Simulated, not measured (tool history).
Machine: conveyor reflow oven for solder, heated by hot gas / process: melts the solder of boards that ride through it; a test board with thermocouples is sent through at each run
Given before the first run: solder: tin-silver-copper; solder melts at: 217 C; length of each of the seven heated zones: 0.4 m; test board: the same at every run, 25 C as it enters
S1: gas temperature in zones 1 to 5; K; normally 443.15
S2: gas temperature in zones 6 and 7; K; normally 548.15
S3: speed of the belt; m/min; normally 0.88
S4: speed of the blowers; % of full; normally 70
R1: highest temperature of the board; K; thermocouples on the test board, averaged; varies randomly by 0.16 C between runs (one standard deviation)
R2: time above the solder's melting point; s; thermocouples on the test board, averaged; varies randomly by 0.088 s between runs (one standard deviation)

run 1 hour=0 | S1=443.15 S2=548.15 S3=0.88 S4=70 | R1=530.15 R2=42.28
run 2 hour=14.7 | S1=443.15 S2=548.15 S3=0.88 S4=70 | R1=530.05 R2=42.09
run 3 hour=37.2 | S1=443.15 S2=548.15 S3=0.88 S4=70 | R1=530.05 R2=42.12
run 4 hour=52.2 | S1=443.15 S2=548.15 S3=0.88 S4=70 | R1=529.85 R2=42.02
run 5 hour=80.7 | S1=443.15 S2=548.15 S3=0.88 S4=70 | R1=529.95 R2=42.1
run 6 hour=105.8 | S1=443.15 S2=548.15 S3=0.88 S4=70 | R1=530.15 R2=42.23
run 7 hour=132.9 | S1=443.15 S2=548.15 S3=0.991 S4=70 | R1=525.15 R2=34.55
run 8 hour=157 | S1=443.15 S2=548.15 S3=0.991 S4=70 | R1=525.25 R2=34.76
run 9 hour=178.7 | S1=443.15 S2=548.15 S3=0.991 S4=70 | R1=525.15 R2=34.68
run 10 hour=211.9 | S1=443.15 S2=548.15 S3=1.047 S4=70 | R1=522.85 R2=31.39
run 11 hour=238 | S1=443.15 S2=548.15 S3=1.047 S4=70 | R1=522.75 R2=31.28
run 12 hour=263.3 | S1=443.15 S2=548.15 S3=0.88 S4=70 | R1=529.55 R2=41.88
run 13 hour=288.5 | S1=443.15 S2=548.15 S3=0.88 S4=74 | R1=530.15 R2=42.58
run 14 hour=320.9 | S1=443.15 S2=548.15 S3=0.88 S4=74 | R1=530.45 R2=42.2
run 15 hour=342.8 | S1=443.15 S2=548.15 S3=0.88 S4=70 | R1=529.35 R2=41.85
run 16 hour=373 | S1=458.15 S2=548.15 S3=0.88 S4=57 | R1=528.95 R2=45.07
run 17 hour=397.7 | S1=442.15 S2=541.15 S3=0.706 S4=69 | R1=529.65 R2=53.62
run 18 hour=424.5 | S1=454.15 S2=541.15 S3=0.775 S4=69 | R1=528.65 R2=51.29
run 19 hour=454.2 | S1=448.15 S2=548.15 S3=0.879 S4=70 | R1=530.05 R2=43.48
run 20 hour=479.7 | S1=448.15 S2=557.15 S3=0.871 S4=70 | R1=538.35 R2=47.43
run 21 hour=510.7 | S1=448.15 S2=557.15 S3=0.871 S4=70 | R1=538.35 R2=47.36
-- hour=517.1 belt drive overhauled, speed set with a stopwatch
run 22 hour=542.5 | S1=443.15 S2=548.15 S3=1.029 S4=70 | R1=523.35 R2=32.07
run 23 hour=576.5 | S1=428.15 S2=548.15 S3=1.029 S4=70 | R1=519.15 R2=27.36
-- hour=601.1 belt drive overhauled, speed set with a stopwatch, once more
run 24 hour=603.8 | S1=453.15 S2=539.15 S3=0.875 S4=80 | R1=525.05 R2=42.47
run 25 hour=632.5 | S1=453.15 S2=539.15 S3=0.875 S4=80 | R1=524.95 R2=42.36
run 26 hour=661.7 | S1=453.15 S2=552.15 S3=0.932 S4=67 | R1=531.25 R2=41.73

Run 27 is up next; what results do you expect?
run 27 hour=679.8 | S1=456.15 S2=546.15 S3=0.995 S4=52 | R1=? R2=?

{"run 27": {"R1": 519.35, "R2": 33.26}}
With no hidden state in the tool, this same run would have given R1 521.35 K, R2 34.8 s.
